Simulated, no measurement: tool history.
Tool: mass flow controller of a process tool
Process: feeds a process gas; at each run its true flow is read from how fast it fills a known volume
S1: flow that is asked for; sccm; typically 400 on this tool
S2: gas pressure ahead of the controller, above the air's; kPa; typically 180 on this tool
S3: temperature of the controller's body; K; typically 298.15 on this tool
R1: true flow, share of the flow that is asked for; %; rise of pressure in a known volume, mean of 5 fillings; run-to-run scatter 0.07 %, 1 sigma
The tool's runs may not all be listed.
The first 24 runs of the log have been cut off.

run	hour	S1	S2	S3	R1
25	1295.7	744	180	298.15	99.59
26	1328.4	744	180	298.15	99.51
27	1383.7	744	180	298.15	99.38
28	1452.9	744	167	298.15	99.53
29	1529.1	277	198	304.15	98.38
30	1603.9	277	198	301.15	98.58
31	1657	437	210	313.15	98.31
32	1713.2	437	210	313.15	98.2
33	1749.1	110	190	298.15	98.58

Each row is a separate what-if for the run after 33, all from the same tool condition, not one after another. Results?
A	1821.8	120	190	298.15	?
B	1821.8	482	222	305.15	?
C	1821.8	894	144	298.15	?
D	1821.8	228	190	298.15	?
E	1821.8	842	167	307.15	?

run	R1
A	98.55
B	98.78
C	99.33
D	98.82
E	99.02
With the hidden condition removed and each run's random variation left untouched, the same runs would have given:
run	R1
A	98.54
B	98.78
C	99.34
D	98.82
E	99.03

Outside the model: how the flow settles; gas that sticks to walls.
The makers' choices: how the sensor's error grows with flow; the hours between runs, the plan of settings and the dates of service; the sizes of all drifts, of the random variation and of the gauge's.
